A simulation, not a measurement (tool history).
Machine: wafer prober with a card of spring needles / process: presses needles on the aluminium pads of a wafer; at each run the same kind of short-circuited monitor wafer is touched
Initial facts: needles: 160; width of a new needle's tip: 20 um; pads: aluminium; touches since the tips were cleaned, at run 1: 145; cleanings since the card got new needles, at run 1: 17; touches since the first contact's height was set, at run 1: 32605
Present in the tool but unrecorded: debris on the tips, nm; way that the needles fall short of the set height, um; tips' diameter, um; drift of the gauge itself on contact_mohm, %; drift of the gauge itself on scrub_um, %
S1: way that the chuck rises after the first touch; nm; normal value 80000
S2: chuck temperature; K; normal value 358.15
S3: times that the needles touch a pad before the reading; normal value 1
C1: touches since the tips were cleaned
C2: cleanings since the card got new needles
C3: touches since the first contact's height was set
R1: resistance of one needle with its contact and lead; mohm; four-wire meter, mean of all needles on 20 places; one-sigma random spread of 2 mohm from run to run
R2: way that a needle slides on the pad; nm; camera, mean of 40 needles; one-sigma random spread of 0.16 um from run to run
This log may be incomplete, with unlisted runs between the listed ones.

run 1 hour=0 | S1=80000 S2=358.15 S3=1 | C1=145 C2=17 C3=32605 | R1=220 R2=16320
-- hour=6.4 tips cleaned on abrasive film
-- hour=14.4 tips cleaned on abrasive film
-- hour=22.4 tips cleaned on abrasive film
-- hour=30.3 tips cleaned on abrasive film
run 2 hour=34.6 | S1=80000 S2=358.15 S3=1 | C1=1062 C2=21 C3=41099 | R1=219 R2=16320
-- hour=37.9 tips cleaned on abrasive film
-- hour=45.9 tips cleaned on abrasive film
-- hour=53.8 tips cleaned on abrasive film
-- hour=61.8 tips cleaned on abrasive film
-- hour=69.8 tips cleaned on abrasive film
-- hour=77.8 tips cleaned on abrasive film
run 3 hour=80 | S1=69000 S2=358.15 S3=1 | C1=565 C2=27 C3=52224 | R1=224 R2=13940
-- hour=84.9 tips cleaned on abrasive film
-- hour=92.8 tips cleaned on abrasive film
-- hour=100.8 tips cleaned on abrasive film
-- hour=108.8 tips cleaned on abrasive film
-- hour=116.8 tips cleaned on abrasive film
run 4 hour=121.5 | S1=69000 S2=358.15 S3=1 | C1=1165 C2=32 C3=62383 | R1=223 R2=13980
-- hour=124.7 tips cleaned on abrasive film
-- hour=132.7 tips cleaned on abrasive film
-- hour=140.7 tips cleaned on abrasive film
-- hour=148.7 tips cleaned on abrasive film
-- hour=156.6 tips cleaned on abrasive film
-- hour=163.1 tips cleaned on abrasive film
-- hour=171 tips cleaned on abrasive film
-- hour=178.6 tips cleaned on abrasive film
run 5 hour=178.6 | S1=69000 S2=358.15 S3=1 | C1=0 C2=40 C3=76353 | R1=222 R2=13840
-- hour=186.5 tips cleaned on abrasive film
-- hour=194.5 tips cleaned on abrasive film
-- hour=202.5 tips cleaned on abrasive film
-- hour=208.9 tips cleaned on abrasive film
-- hour=216.9 tips cleaned on abrasive film
-- hour=224.9 tips cleaned on abrasive film
-- hour=231.3 tips cleaned on abrasive film
-- hour=239.2 tips cleaned on abrasive film
-- hour=245.6 tips cleaned on abrasive film
-- hour=253.6 tips cleaned on abrasive film
run 6 hour=255.9 | S1=69000 S2=358.15 S3=1 | C1=561 C2=50 C3=95294 | R1=224 R2=14070
-- hour=260.7 tips cleaned on abrasive film
-- hour=267.1 tips cleaned on abrasive film
-- hour=275.1 tips cleaned on abrasive film
-- hour=281.5 tips cleaned on abrasive film
-- hour=289.5 tips cleaned on abrasive film
run 7 hour=292.9 | S1=69000 S2=358.15 S3=1 | C1=848 C2=55 C3=104356 | R1=224 R2=14000
-- hour=296.2 tips cleaned on abrasive film
-- hour=302.6 tips cleaned on abrasive film
-- hour=310.5 tips cleaned on abrasive film
-- hour=318.5 tips cleaned on abrasive film
-- hour=324.9 tips cleaned on abrasive film
-- hour=331.5 height of the first contact set anew
-- hour=333.2 tips cleaned on abrasive film
-- hour=341.2 tips cleaned on abrasive film
-- hour=347.6 tips cleaned on abrasive film
-- hour=355.6 tips cleaned on abrasive film
run 8 hour=361 | S1=80000 S2=315.15 S3=1 | C1=1341 C2=64 C3=7208 | R1=211 R2=16230
-- hour=362.6 tips cleaned on abrasive film
-- hour=370.6 tips cleaned on abrasive film
-- hour=378.6 tips cleaned on abrasive film
-- hour=386.6 tips cleaned on abrasive film
-- hour=393 tips cleaned on abrasive film
-- hour=401 tips cleaned on abrasive film
-- hour=407.4 tips cleaned on abrasive film
-- hour=413.8 tips cleaned on abrasive film
-- hour=421.7 tips cleaned on abrasive film
-- hour=429.7 tips cleaned on abrasive film
run 9 hour=430.5 | S1=80000 S2=358.15 S3=1 | C1=192 C2=74 C3=24216 | R1=222 R2=16300
-- hour=436.9 tips cleaned on abrasive film
-- hour=444.9 tips cleaned on abrasive film
-- hour=452.8 tips cleaned on abrasive film
-- hour=460.8 tips cleaned on abrasive film
-- hour=467.2 tips cleaned on abrasive film
-- hour=475.2 tips cleaned on abrasive film
-- hour=481.6 tips cleaned on abrasive film
-- hour=489.6 tips cleaned on abrasive film
run 10 hour=491.1 | S1=80000 S2=358.15 S3=1 | C1=373 C2=82 C3=39059 | R1=221 R2=16020
-- hour=497.5 tips cleaned on abrasive film
-- hour=505.5 tips cleaned on abrasive film
-- hour=513.5 tips cleaned on abrasive film
-- hour=519.9 tips cleaned on abrasive film
-- hour=527.8 tips cleaned on abrasive film
-- hour=534.2 tips cleaned on abrasive film
-- hour=540.6 tips cleaned on abrasive film
-- hour=548.6 tips cleaned on abrasive film
-- hour=555 tips cleaned on abrasive film
run 11 hour=561 | S1=80000 S2=358.15 S3=1 | C1=1490 C2=91 C3=56192 | R1=220 R2=16370
-- hour=562.7 tips cleaned on abrasive film
-- hour=570.7 tips cleaned on abrasive film
-- hour=578.7 tips cleaned on abrasive film
-- hour=586.6 tips cleaned on abrasive film
-- hour=594.6 tips cleaned on abrasive film
-- hour=602.6 tips cleaned on abrasive film
run 12 hour=605.1 | S1=76000 S2=315.15 S3=2 | C1=626 C2=97 C3=66986 | R1=210 R2=15430
-- hour=609.9 tips cleaned on abrasive film
-- hour=616.4 tips cleaned on abrasive film
-- hour=624.3 tips cleaned on abrasive film
-- hour=632.3 tips cleaned on abrasive film
-- hour=638.7 tips cleaned on abrasive film
-- hour=646.7 tips cleaned on abrasive film
-- hour=654.7 tips cleaned on abrasive film
-- hour=661.1 tips cleaned on abrasive film
run 13 hour=665.6 | S1=80000 S2=358.15 S3=1 | C1=1127 C2=105 C3=81803 | R1=221 R2=16320
-- hour=668.9 tips cleaned on abrasive film
-- hour=676.9 tips cleaned on abrasive film
-- hour=684.8 tips cleaned on abrasive film
-- hour=692.8 tips cleaned on abrasive film
-- hour=700.8 tips cleaned on abrasive film
-- hour=708.8 tips cleaned on abrasive film
-- hour=715.2 tips cleaned on abrasive film
-- hour=723.1 tips cleaned on abrasive film
-- hour=731.1 tips cleaned on abrasive film
run 14 hour=734.4 | S1=80000 S2=358.15 S3=1 | C1=805 C2=114 C3=98642 | R1=221 R2=16400
-- hour=737.6 tips cleaned on abrasive film
-- hour=744 tips cleaned on abrasive film
-- hour=752 tips cleaned on abrasive film
-- hour=758.4 tips cleaned on abrasive film
-- hour=764.8 tips cleaned on abrasive film
-- hour=772.8 tips cleaned on abrasive film
-- hour=780.7 tips cleaned on abrasive film
-- hour=787.1 tips cleaned on abrasive film
-- hour=795.1 tips cleaned on abrasive film
-- hour=797 height of the first contact set anew
-- hour=803.4 tips cleaned on abrasive film
-- hour=809.8 tips cleaned on abrasive film
run 15 hour=811 | S1=77000 S2=306.15 S3=1 | C1=304 C2=125 C3=3433 | R1=208 R2=15640
-- hour=817.4 tips cleaned on abrasive film
-- hour=825.4 tips cleaned on abrasive film
-- hour=831.8 tips cleaned on abrasive film
-- hour=839.8 tips cleaned on abrasive film
-- hour=846.2 tips cleaned on abrasive film
-- hour=854.2 tips cleaned on abrasive film
-- hour=862.2 tips cleaned on abrasive film
-- hour=870.1 tips cleaned on abrasive film
-- hour=878.1 tips cleaned on abrasive film
-- hour=886.1 tips cleaned on abrasive film
run 16 hour=888.1 | S1=97000 S2=339.15 S3=1 | C1=510 C2=135 C3=22323 | R1=211 R2=19680
-- hour=893 tips cleaned on abrasive film
-- hour=900.9 tips cleaned on abrasive film
-- hour=908.9 tips cleaned on abrasive film
-- hour=916.9 tips cleaned on abrasive film
-- hour=924.9 tips cleaned on abrasive film
-- hour=932.9 tips cleaned on abrasive film
-- hour=939.3 tips cleaned on abrasive film
-- hour=947.2 tips cleaned on abrasive film
run 17 hour=952.3 | S1=97000 S2=302.15 S3=2 | C1=1267 C2=143 C3=38059 | R1=204 R2=19730
-- hour=954 tips cleaned on abrasive film
-- hour=960.4 tips cleaned on abrasive film
-- hour=968.4 tips cleaned on abrasive film
-- hour=974.8 tips cleaned on abrasive film
-- hour=982.8 tips cleaned on abrasive film
-- hour=989.2 tips cleaned on abrasive film
run 18 hour=990.7 | S1=75000 S2=311.15 S3=1 | C1=384 C2=149 C3=47439 | R1=210 R2=14930
-- hour=997.1 tips cleaned on abrasive film
-- hour=1005.1 tips cleaned on abrasive film
-- hour=1013.1 tips cleaned on abrasive film
-- hour=1021.1 tips cleaned on abrasive film
-- hour=1029.1 tips cleaned on abrasive film
-- hour=1037 tips cleaned on abrasive film
-- hour=1045 tips cleaned on abrasive film
run 19 hour=1047 | S1=92000 S2=314.15 S3=1 | C1=494 C2=156 C3=61230 | R1=203 R2=19140
-- hour=1051.8 tips cleaned on abrasive film
-- hour=1058.2 tips cleaned on abrasive film
-- hour=1066.2 tips cleaned on abrasive film
-- hour=1072.6 tips cleaned on abrasive film
-- hour=1080.6 tips cleaned on abrasive film
-- hour=1088.6 tips cleaned on abrasive film
-- hour=1096.6 tips cleaned on abrasive film
-- hour=1104.5 tips cleaned on abrasive film
-- hour=1112.5 tips cleaned on abrasive film
-- hour=1120.5 tips cleaned on abrasive film
run 20 hour=1122.1 | S1=85000 S2=317.15 S3=2 | C1=411 C2=166 C3=79632 | R1=209 R2=17390

Forecast each of these 3 alternatives for the next run:
-- hour=1127 tips cleaned on abrasive film
-- hour=1134.9 tips cleaned on abrasive film
-- hour=1141.3 tips cleaned on abrasive film
-- hour=1149.3 tips cleaned on abrasive film
-- hour=1157.3 tips cleaned on abrasive film
-- hour=1165.3 tips cleaned on abrasive film
-- hour=1173.3 tips cleaned on abrasive film
-- hour=1181.2 tips cleaned on abrasive film
-- hour=1189.2 tips cleaned on abrasive film
-- hour=1195.6 tips cleaned on abrasive film
run A hour=1196 | S1=85000 S2=317.15 S3=3 | C1=90 C2=176 C3=97709 | R1=? R2=?
-- hour=1127 tips cleaned on abrasive film
-- hour=1134.9 tips cleaned on abrasive film
-- hour=1141.3 tips cleaned on abrasive film
-- hour=1149.3 tips cleaned on abrasive film
-- hour=1157.3 tips cleaned on abrasive film
-- hour=1165.3 tips cleaned on abrasive film
-- hour=1173.3 tips cleaned on abrasive film
-- hour=1181.2 tips cleaned on abrasive film
-- hour=1189.2 tips cleaned on abrasive film
-- hour=1195.6 tips cleaned on abrasive film
run B hour=1196 | S1=86000 S2=357.15 S3=2 | C1=90 C2=176 C3=97709 | R1=? R2=?
-- hour=1127 tips cleaned on abrasive film
-- hour=1134.9 tips cleaned on abrasive film
-- hour=1141.3 tips cleaned on abrasive film
-- hour=1149.3 tips cleaned on abrasive film
-- hour=1157.3 tips cleaned on abrasive film
-- hour=1165.3 tips cleaned on abrasive film
-- hour=1173.3 tips cleaned on abrasive film
-- hour=1181.2 tips cleaned on abrasive film
-- hour=1189.2 tips cleaned on abrasive film
-- hour=1195.6 tips cleaned on abrasive film
run C hour=1196 | S1=80000 S2=358.15 S3=1 | C1=90 C2=176 C3=97709 | R1=? R2=?

run=A R1=207 R2=17150
run=B R1=221 R2=17440
run=C R1=220 R2=16340
Had the tool no hidden state, the same runs would have come out as:
run=A R1=207 R2=17170
run=B R1=221 R2=17450
run=C R1=220 R2=16350
